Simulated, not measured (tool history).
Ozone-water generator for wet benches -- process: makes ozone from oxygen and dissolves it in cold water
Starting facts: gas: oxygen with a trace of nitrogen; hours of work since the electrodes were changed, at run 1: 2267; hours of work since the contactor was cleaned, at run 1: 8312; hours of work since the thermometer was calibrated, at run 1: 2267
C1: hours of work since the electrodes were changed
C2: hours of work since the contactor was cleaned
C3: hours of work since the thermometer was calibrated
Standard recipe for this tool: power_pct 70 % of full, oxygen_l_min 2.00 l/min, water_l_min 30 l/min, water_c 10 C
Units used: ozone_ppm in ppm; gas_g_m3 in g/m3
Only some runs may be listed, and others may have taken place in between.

run 1 hour=0.0 | power_pct=70 oxygen_l_min=2.00 water_l_min=30 water_c=10 | C1=2267 C2=8312 C3=2267 | ozone_ppm=10.30 gas_g_m3=226.9
-- hour=22.9 contactor cleaned
run 2 hour=110.0 | power_pct=70 oxygen_l_min=2.00 water_l_min=30 water_c=10 | C1=2353 C2=71 C3=2353 | ozone_ppm=9.74 gas_g_m3=228.3
run 3 hour=165.7 | power_pct=70 oxygen_l_min=2.00 water_l_min=29 water_c=10 | C1=2398 C2=116 C3=2398 | ozone_ppm=10.20 gas_g_m3=228.5
run 4 hour=263.8 | power_pct=70 oxygen_l_min=2.00 water_l_min=29 water_c=10 | C1=2477 C2=195 C3=2477 | ozone_ppm=10.27 gas_g_m3=229.1
run 5 hour=345.0 | power_pct=70 oxygen_l_min=2.00 water_l_min=29 water_c=7 | C1=2543 C2=261 C3=2543 | ozone_ppm=10.41 gas_g_m3=228.1
-- hour=389.1 contactor cleaned, once more
run 6 hour=432.8 | power_pct=70 oxygen_l_min=2.00 water_l_min=29 water_c=7 | C1=2611 C2=35 C3=2611 | ozone_ppm=11.72 gas_g_m3=229.1
run 7 hour=502.3 | power_pct=57 oxygen_l_min=2.00 water_l_min=29 water_c=7 | C1=2667 C2=92 C3=2667 | ozone_ppm=10.09 gas_g_m3=199.0
run 8 hour=578.8 | power_pct=70 oxygen_l_min=2.00 water_l_min=30 water_c=10 | C1=2729 C2=154 C3=2729 | ozone_ppm=11.06 gas_g_m3=226.6
run 9 hour=666.2 | power_pct=70 oxygen_l_min=2.00 water_l_min=30 water_c=10 | C1=2800 C2=224 C3=2800 | ozone_ppm=11.06 gas_g_m3=227.3
run 10 hour=775.0 | power_pct=70 oxygen_l_min=2.00 water_l_min=30 water_c=10 | C1=2888 C2=312 C3=2888 | ozone_ppm=11.07 gas_g_m3=225.2
run 11 hour=845.2 | power_pct=70 oxygen_l_min=2.00 water_l_min=30 water_c=10 | C1=2945 C2=369 C3=2945 | ozone_ppm=11.02 gas_g_m3=229.0
run 12 hour=926.3 | power_pct=70 oxygen_l_min=2.00 water_l_min=30 water_c=10 | C1=3011 C2=435 C3=3011 | ozone_ppm=10.96 gas_g_m3=225.7
run 13 hour=1010.3 | power_pct=58 oxygen_l_min=2.00 water_l_min=30 water_c=10 | C1=3079 C2=503 C3=3079 | ozone_ppm=9.73 gas_g_m3=202.4
run 14 hour=1106.7 | power_pct=62 oxygen_l_min=2.00 water_l_min=30 water_c=10 | C1=3157 C2=581 C3=3157 | ozone_ppm=9.95 gas_g_m3=209.5
run 15 hour=1213.0 | power_pct=70 oxygen_l_min=2.00 water_l_min=30 water_c=8 | C1=3243 C2=667 C3=3243 | ozone_ppm=10.96 gas_g_m3=227.4
run 16 hour=1300.2 | power_pct=70 oxygen_l_min=2.00 water_l_min=30 water_c=8 | C1=3313 C2=738 C3=3313 | ozone_ppm=11.02 gas_g_m3=225.2
run 17 hour=1382.5 | power_pct=70 oxygen_l_min=2.00 water_l_min=30 water_c=8 | C1=3380 C2=804 C3=3380 | ozone_ppm=10.90 gas_g_m3=227.6
run 18 hour=1444.7 | power_pct=70 oxygen_l_min=2.00 water_l_min=44 water_c=13 | C1=3430 C2=855 C3=3430 | ozone_ppm=6.81 gas_g_m3=224.7
run 19 hour=1552.9 | power_pct=71 oxygen_l_min=3.45 water_l_min=31 water_c=9 | C1=3518 C2=942 C3=3518 | ozone_ppm=13.61 gas_g_m3=187.1
run 20 hour=1675.4 | power_pct=71 oxygen_l_min=3.45 water_l_min=31 water_c=9 | C1=3617 C2=1042 C3=3617 | ozone_ppm=13.64 gas_g_m3=185.7
run 21 hour=1725.3 | power_pct=96 oxygen_l_min=2.81 water_l_min=26 water_c=7 | C1=3658 C2=1082 C3=3658 | ozone_ppm=18.62 gas_g_m3=241.3
run 22 hour=1792.8 | power_pct=96 oxygen_l_min=2.81 water_l_min=26 water_c=7 | C1=3712 C2=1137 C3=3712 | ozone_ppm=18.38 gas_g_m3=241.3
run 23 hour=1907.7 | power_pct=41 oxygen_l_min=2.00 water_l_min=25 water_c=10 | C1=3805 C2=1230 C3=3805 | ozone_ppm=9.38 gas_g_m3=160.1
run 24 hour=1967.6 | power_pct=65 oxygen_l_min=2.59 water_l_min=30 water_c=10 | C1=3854 C2=1278 C3=3854 | ozone_ppm=11.74 gas_g_m3=196.5
run 25 hour=2025.3 | power_pct=65 oxygen_l_min=2.59 water_l_min=30 water_c=10 | C1=3901 C2=1325 C3=3901 | ozone_ppm=11.79 gas_g_m3=193.2
run 26 hour=2077.4 | power_pct=75 oxygen_l_min=1.23 water_l_min=30 water_c=11 | C1=3943 C2=1367 C3=3943 | ozone_ppm=8.77 gas_g_m3=280.9
run 27 hour=2199.8 | power_pct=75 oxygen_l_min=1.23 water_l_min=30 water_c=11 | C1=4042 C2=1466 C3=4042 | ozone_ppm=8.68 gas_g_m3=280.5
run 28 hour=2270.3 | power_pct=75 oxygen_l_min=1.64 water_l_min=30 water_c=6 | C1=4099 C2=1523 C3=4099 | ozone_ppm=10.47 gas_g_m3=252.8
run 29 hour=2363.0 | power_pct=46 oxygen_l_min=2.54 water_l_min=37 water_c=6 | C1=4174 C2=1598 C3=4174 | ozone_ppm=7.49 gas_g_m3=156.7
run 30 hour=2457.1 | power_pct=91 oxygen_l_min=2.00 water_l_min=36 water_c=10 | C1=4250 C2=1675 C3=4250 | ozone_ppm=10.36 gas_g_m3=264.2
run 31 hour=2530.9 | power_pct=91 oxygen_l_min=3.36 water_l_min=30 water_c=10 | C1=4310 C2=1734 C3=4310 | ozone_ppm=16.21 gas_g_m3=220.2
run 32 hour=2619.7 | power_pct=91 oxygen_l_min=3.36 water_l_min=30 water_c=10 | C1=4382 C2=1806 C3=4382 | ozone_ppm=16.09 gas_g_m3=217.4
run 33 hour=2741.2 | power_pct=91 oxygen_l_min=1.27 water_l_min=30 water_c=11 | C1=4480 C2=1905 C3=4480 | ozone_ppm=9.85 gas_g_m3=312.8
run 34 hour=2850.8 | power_pct=46 oxygen_l_min=1.45 water_l_min=30 water_c=10 | C1=4569 C2=1994 C3=4569 | ozone_ppm=7.02 gas_g_m3=192.5

Alternative continuations, all from the tool just after run 34; predict every row:
run A hour=2970.4 | power_pct=51 oxygen_l_min=2.92 water_l_min=30 water_c=13 | C1=4666 C2=2090 C3=4666 | ozone_ppm=? gas_g_m3=?
run B hour=2970.4 | power_pct=80 oxygen_l_min=1.45 water_l_min=30 water_c=10 | C1=4666 C2=2090 C3=4666 | ozone_ppm=? gas_g_m3=?
run C hour=2970.4 | power_pct=61 oxygen_l_min=1.20 water_l_min=30 water_c=11 | C1=4666 C2=2090 C3=4666 | ozone_ppm=? gas_g_m3=?

run=A ozone_ppm=10.37 gas_g_m3=159.4
run=B ozone_ppm=9.99 gas_g_m3=274.0
run=C ozone_ppm=7.52 gas_g_m3=246.0
Stripped of hidden state, with their random variation kept, the same runs would have yielded:
run=A ozone_ppm=10.88 gas_g_m3=164.6
run=B ozone_ppm=10.59 gas_g_m3=286.0
run=C ozone_ppm=7.92 gas_g_m3=255.0
